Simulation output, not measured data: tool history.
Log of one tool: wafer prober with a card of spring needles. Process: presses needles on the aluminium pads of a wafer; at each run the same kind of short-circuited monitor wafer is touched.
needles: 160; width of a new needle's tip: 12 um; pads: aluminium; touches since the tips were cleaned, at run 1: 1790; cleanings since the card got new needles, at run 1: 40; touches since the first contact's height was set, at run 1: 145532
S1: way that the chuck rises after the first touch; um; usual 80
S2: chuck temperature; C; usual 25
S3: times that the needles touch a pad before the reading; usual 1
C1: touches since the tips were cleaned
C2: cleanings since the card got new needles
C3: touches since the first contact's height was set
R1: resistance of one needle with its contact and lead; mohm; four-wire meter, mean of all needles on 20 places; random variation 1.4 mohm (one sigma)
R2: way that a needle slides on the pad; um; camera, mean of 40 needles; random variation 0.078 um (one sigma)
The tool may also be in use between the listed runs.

run	day	S1	S2	S3	C1	C2	C3	R1	R2
1	0.000	80	25	1	1790	40	145532	259	19.52
# day 0.262: tips cleaned on abrasive film
# day 0.871: tips cleaned on abrasive film
2	1.271	80	25	1	2334	42	152903	258	19.60
# day 1.471: tips cleaned on abrasive film
# day 2.108: tips cleaned on abrasive film
# day 2.675: tips cleaned on abrasive film
# day 2.688: height of the first contact set anew
3	2.750	80	25	1	356	45	356	251	20.70
# day 3.283: tips cleaned on abrasive film
4	3.392	80	25	1	636	46	4075	256	20.68
# day 3.850: tips cleaned on abrasive film
# day 4.400: tips cleaned on abrasive film
5	4.425	80	25	1	157	48	10052	251	20.56
# day 4.979: tips cleaned on abrasive film
# day 5.558: tips cleaned on abrasive film
6	5.625	80	25	1	374	50	16999	256	20.60
# day 6.100: tips cleaned on abrasive film
7	6.588	71	25	1	2853	51	22601	265	18.16
# day 6.725: tips cleaned on abrasive film
# day 7.292: tips cleaned on abrasive film
# day 7.842: tips cleaned on abrasive film
8	8.004	71	32	1	956	54	30790	258	18.14
# day 8.438: tips cleaned on abrasive film
9	8.838	71	32	1	2343	55	35623	267	18.17
# day 9.033: tips cleaned on abrasive film
10	9.483	71	32	1	2623	56	39371	270	18.04
# day 9.608: tips cleaned on abrasive film
# day 10.150: tips cleaned on abrasive film
11	10.383	71	32	1	1358	58	44554	260	17.86
# day 10.717: tips cleaned on abrasive film
12	11.121	82	25	1	2349	59	48839	259	20.82
# day 11.329: tips cleaned on abrasive film
# day 11.908: tips cleaned on abrasive film
13	11.929	80	25	1	138	61	53513	251	20.27
# day 12.496: tips cleaned on abrasive film
# day 13.042: tips cleaned on abrasive film
14	13.158	80	25	1	679	63	60631	256	20.22
# day 13.621: tips cleaned on abrasive film
15	13.900	80	25	1	1619	64	64920	258	20.11
# day 14.158: tips cleaned on abrasive film
# day 14.708: tips cleaned on abrasive film
16	14.858	80	25	1	870	66	70473	256	20.27
# day 15.283: tips cleaned on abrasive film
# day 15.892: tips cleaned on abrasive film
17	16.333	64	106	1	2583	68	79029	290	15.83
# day 16.458: tips cleaned on abrasive film
# day 16.996: tips cleaned on abrasive film
# day 17.604: tips cleaned on abrasive film
18	17.717	80	37	1	674	71	87030	256	19.82
# day 18.171: tips cleaned on abrasive film
19	18.471	80	65	2	1736	72	91395	269	19.89
# day 18.754: tips cleaned on abrasive film
# day 19.375: tips cleaned on abrasive film
20	19.812	88	41	1	2553	74	99185	266	21.91
# day 20.004: tips cleaned on abrasive film
# day 20.583: tips cleaned on abrasive film
21	20.979	90	65	1	2295	76	105921	269	22.36
# day 21.221: tips cleaned on abrasive film
# day 21.883: tips cleaned on abrasive film
22	21.971	90	65	1	514	78	111670	263	22.09
# day 22.475: tips cleaned on abrasive film
# day 23.017: tips cleaned on abrasive film
23	23.188	75	31	1	993	80	118705	259	18.39
# day 23.625: tips cleaned on abrasive film
24	24.108	71	31	1	2819	81	124064	268	17.26
# day 24.192: tips cleaned on abrasive film
# day 24.792: tips cleaned on abrasive film
25	25.092	66	33	1	1757	83	129745	267	16.01
# day 25.346: tips cleaned on abrasive film
# day 25.879: tips cleaned on abrasive film
26	26.158	66	33	1	1638	85	135921	268	15.86
# day 26.500: tips cleaned on abrasive film
# day 27.079: tips cleaned on abrasive film
27	27.583	66	25	1	2923	87	144178	275	15.87
# day 27.658: tips cleaned on abrasive film
# day 28.275: tips cleaned on abrasive film
28	28.392	66	25	2	683	89	148854	258	15.85
# day 28.862: tips cleaned on abrasive film
29	29.108	63	114	3	1439	90	153010	278	15.17
# day 29.396: tips cleaned on abrasive film
# day 29.967: tips cleaned on abrasive film
30	30.121	64	25	1	897	92	158862	265	15.23
# day 30.479: height of the first contact set anew
# day 30.579: tips cleaned on abrasive film
31	30.821	64	25	1	1412	93	1973	265	16.52

How the hidden state differs across the entries between the runs, from the last listed run before each to the first after it:
Between runs 1 and 2: tips cleaned on abrasive film (day 0.262); tips cleaned on abrasive film (day 0.871)
  debris on the tips, nm: 28.1 -> 32.7; way that the needles fall short of the set height, um: 4.37 -> 4.59; tips' diameter, um: 13.53 -> 13.61
  measured less the result without the state, R1: +9 -> +11 mohm; R2: -1.13 -> -1.19 um
Between runs 2 and 3: tips cleaned on abrasive film (day 1.471); tips cleaned on abrasive film (day 2.108); tips cleaned on abrasive film (day 2.675); height of the first contact set anew (day 2.688)
  debris on the tips, nm: 32.7 -> 8.6; way that the needles fall short of the set height, um: 4.59 -> 0; tips' diameter, um: 13.61 -> 13.73
  measured less the result without the state, R1: +11 -> +3 mohm; R2: -1.19 -> +0.00 um
Between runs 3 and 4: tips cleaned on abrasive film (day 3.283)
  debris on the tips, nm: 8.6 -> 13.4; way that the needles fall short of the set height, um: 0 -> 0.14; tips' diameter, um: 13.73 -> 13.78
  measured less the result without the state, R1: +3 -> +5 mohm; R2: +0.00 -> -0.04 um
Between runs 4 and 5: tips cleaned on abrasive film (day 3.850); tips cleaned on abrasive film (day 4.400)
  debris on the tips, nm: 13.4 -> 4.3; way that the needles fall short of the set height, um: 0.14 -> 0.4; tips' diameter, um: 13.78 -> 13.87
  measured less the result without the state, R1: +5 -> +2 mohm; R2: -0.04 -> -0.10 um
Between runs 5 and 6: tips cleaned on abrasive film (day 4.979); tips cleaned on abrasive film (day 5.558)
  debris on the tips, nm: 4.3 -> 8.8; way that the needles fall short of the set height, um: 0.4 -> 0.65; tips' diameter, um: 13.87 -> 13.96
  measured less the result without the state, R1: +2 -> +4 mohm; R2: -0.10 -> -0.17 um
Between runs 6 and 7: tips cleaned on abrasive film (day 6.100)
  debris on the tips, nm: 8.8 -> 39.5; way that the needles fall short of the set height, um: 0.65 -> 0.76; tips' diameter, um: 13.96 -> 14
  measured less the result without the state, R1: +4 -> +15 mohm; R2: -0.17 -> -0.20 um
Between runs 7 and 8: tips cleaned on abrasive film (day 6.725); tips cleaned on abrasive film (day 7.292); tips cleaned on abrasive film (day 7.842)
  debris on the tips, nm: 39.5 -> 20; way that the needles fall short of the set height, um: 0.76 -> 1.08; tips' diameter, um: 14 -> 14.11
  measured less the result without the state, R1: +15 -> +8 mohm; R2: -0.20 -> -0.28 um
Between runs 8 and 9: tips cleaned on abrasive film (day 8.438)
  debris on the tips, nm: 20 -> 38.7; way that the needles fall short of the set height, um: 1.08 -> 1.16; tips' diameter, um: 14.11 -> 14.14
  measured less the result without the state, R1: +8 -> +15 mohm; R2: -0.28 -> -0.30 um
Between runs 9 and 10: tips cleaned on abrasive film (day 9.033)
  debris on the tips, nm: 38.7 -> 37.2; way that the needles fall short of the set height, um: 1.16 -> 1.29; tips' diameter, um: 14.14 -> 14.18
  measured less the result without the state, R1: +15 -> +15 mohm; R2: -0.30 -> -0.33 um
Between runs 10 and 11: tips cleaned on abrasive film (day 9.608); tips cleaned on abrasive film (day 10.150)
  debris on the tips, nm: 37.2 -> 23.8; way that the needles fall short of the set height, um: 1.29 -> 1.48; tips' diameter, um: 14.18 -> 14.25
  measured less the result without the state, R1: +15 -> +10 mohm; R2: -0.33 -> -0.38 um
Between runs 11 and 12: tips cleaned on abrasive film (day 10.717)
  debris on the tips, nm: 23.8 -> 36.8; way that the needles fall short of the set height, um: 1.48 -> 1.6; tips' diameter, um: 14.25 -> 14.29
  measured less the result without the state, R1: +10 -> +12 mohm; R2: -0.38 -> -0.41 um
Between runs 12 and 13: tips cleaned on abrasive film (day 11.329); tips cleaned on abrasive film (day 11.908)
  debris on the tips, nm: 36.8 -> 7.9; way that the needles fall short of the set height, um: 1.6 -> 1.83; tips' diameter, um: 14.29 -> 14.37
  measured less the result without the state, R1: +12 -> +3 mohm; R2: -0.41 -> -0.47 um
Between runs 13 and 14: tips cleaned on abrasive film (day 12.496); tips cleaned on abrasive film (day 13.042)
  debris on the tips, nm: 7.9 -> 12.7; way that the needles fall short of the set height, um: 1.83 -> 2.06; tips' diameter, um: 14.37 -> 14.45
  measured less the result without the state, R1: +3 -> +5 mohm; R2: -0.47 -> -0.53 um
Between runs 14 and 15: tips cleaned on abrasive film (day 13.621)
  debris on the tips, nm: 12.7 -> 25.7; way that the needles fall short of the set height, um: 2.06 -> 2.19; tips' diameter, um: 14.45 -> 14.5
  measured less the result without the state, R1: +5 -> +9 mohm; R2: -0.53 -> -0.57 um
Between runs 15 and 16: tips cleaned on abrasive film (day 14.158); tips cleaned on abrasive film (day 14.708)
  debris on the tips, nm: 25.7 -> 14.7; way that the needles fall short of the set height, um: 2.19 -> 2.38; tips' diameter, um: 14.5 -> 14.57
  measured less the result without the state, R1: +9 -> +6 mohm; R2: -0.57 -> -0.62 um
Between runs 16 and 17: tips cleaned on abrasive film (day 15.283); tips cleaned on abrasive film (day 15.892)
  debris on the tips, nm: 14.7 -> 38.6; way that the needles fall short of the set height, um: 2.38 -> 2.61; tips' diameter, um: 14.57 -> 14.65
  measured less the result without the state, R1: +6 -> +18 mohm; R2: -0.62 -> -0.67 um
Between runs 17 and 18: tips cleaned on abrasive film (day 16.458); tips cleaned on abrasive film (day 16.996); tips cleaned on abrasive film (day 17.604)
  debris on the tips, nm: 38.6 -> 14.2; way that the needles fall short of the set height, um: 2.61 -> 2.99; tips' diameter, um: 14.65 -> 14.78
  measured less the result without the state, R1: +18 -> +5 mohm; R2: -0.67 -> -0.77 um
Between runs 18 and 19: tips cleaned on abrasive film (day 18.171)
  debris on the tips, nm: 14.2 -> 29.2; way that the needles fall short of the set height, um: 2.99 -> 3.12; tips' diameter, um: 14.78 -> 14.82
  measured less the result without the state, R1: +5 -> +7 mohm; R2: -0.77 -> -0.80 um
Between runs 19 and 20: tips cleaned on abrasive film (day 18.754); tips cleaned on abrasive film (day 19.375)
  debris on the tips, nm: 29.2 -> 39.9; way that the needles fall short of the set height, um: 3.12 -> 3.37; tips' diameter, um: 14.82 -> 14.91
  measured less the result without the state, R1: +7 -> +13 mohm; R2: -0.80 -> -0.87 um
Between runs 20 and 21: tips cleaned on abrasive film (day 20.004); tips cleaned on abrasive film (day 20.583)
  debris on the tips, nm: 39.9 -> 32.6; way that the needles fall short of the set height, um: 3.37 -> 3.53; tips' diameter, um: 14.91 -> 14.97
  measured less the result without the state, R1: +13 -> +10 mohm; R2: -0.87 -> -0.91 um
Between runs 21 and 22: tips cleaned on abrasive film (day 21.221); tips cleaned on abrasive film (day 21.883)
  debris on the tips, nm: 32.6 -> 11.9; way that the needles fall short of the set height, um: 3.53 -> 3.75; tips' diameter, um: 14.97 -> 15.04
  measured less the result without the state, R1: +10 -> +4 mohm; R2: -0.91 -> -0.96 um
Between runs 22 and 23: tips cleaned on abrasive film (day 22.475); tips cleaned on abrasive film (day 23.017)
  debris on the tips, nm: 11.9 -> 19.7; way that the needles fall short of the set height, um: 3.75 -> 4.01; tips' diameter, um: 15.04 -> 15.13
  measured less the result without the state, R1: +4 -> +9 mohm; R2: -0.96 -> -1.03 um
Between runs 23 and 24: tips cleaned on abrasive film (day 23.625)
  debris on the tips, nm: 19.7 -> 36.7; way that the needles fall short of the set height, um: 4.01 -> 4.13; tips' diameter, um: 15.13 -> 15.18
  measured less the result without the state, R1: +9 -> +17 mohm; R2: -1.03 -> -1.07 um
Between runs 24 and 25: tips cleaned on abrasive film (day 24.192); tips cleaned on abrasive film (day 24.792)
  debris on the tips, nm: 36.7 -> 29.2; way that the needles fall short of the set height, um: 4.13 -> 4.35; tips' diameter, um: 15.18 -> 15.25
  measured less the result without the state, R1: +17 -> +16 mohm; R2: -1.07 -> -1.14 um
Between runs 25 and 26: tips cleaned on abrasive film (day 25.346); tips cleaned on abrasive film (day 25.879)
  debris on the tips, nm: 29.2 -> 27.6; way that the needles fall short of the set height, um: 4.35 -> 4.56; tips' diameter, um: 15.25 -> 15.33
  measured less the result without the state, R1: +16 -> +16 mohm; R2: -1.14 -> -1.18 um
Between runs 26 and 27: tips cleaned on abrasive film (day 26.500); tips cleaned on abrasive film (day 27.079)
  debris on the tips, nm: 27.6 -> 42.1; way that the needles fall short of the set height, um: 4.56 -> 4.78; tips' diameter, um: 15.33 -> 15.4
  measured less the result without the state, R1: +16 -> +24 mohm; R2: -1.18 -> -1.24 um
Between runs 27 and 28: tips cleaned on abrasive film (day 27.658); tips cleaned on abrasive film (day 28.275)
  debris on the tips, nm: 42.1 -> 15.6; way that the needles fall short of the set height, um: 4.78 -> 4.98; tips' diameter, um: 15.4 -> 15.48
  measured less the result without the state, R1: +24 -> +7 mohm; R2: -1.24 -> -1.29 um
Between runs 28 and 29: tips cleaned on abrasive film (day 28.862)
  debris on the tips, nm: 15.6 -> 25.7; way that the needles fall short of the set height, um: 4.98 -> 5.08; tips' diameter, um: 15.48 -> 15.51
  measured less the result without the state, R1: +7 -> +7 mohm; R2: -1.29 -> -1.32 um
Between runs 29 and 30: tips cleaned on abrasive film (day 29.396); tips cleaned on abrasive film (day 29.967)
  debris on the tips, nm: 25.7 -> 19; way that the needles fall short of the set height, um: 5.08 -> 5.29; tips' diameter, um: 15.51 -> 15.58
  measured less the result without the state, R1: +7 -> +13 mohm; R2: -1.32 -> -1.37 um
Between runs 30 and 31: height of the first contact set anew (day 30.479); tips cleaned on abrasive film (day 30.579)
  debris on the tips, nm: 19 -> 26; way that the needles fall short of the set height, um: 5.29 -> 0.14; tips' diameter, um: 15.58 -> 15.63
  measured less the result without the state, R1: +13 -> +15 mohm; R2: -1.37 -> -0.04 um
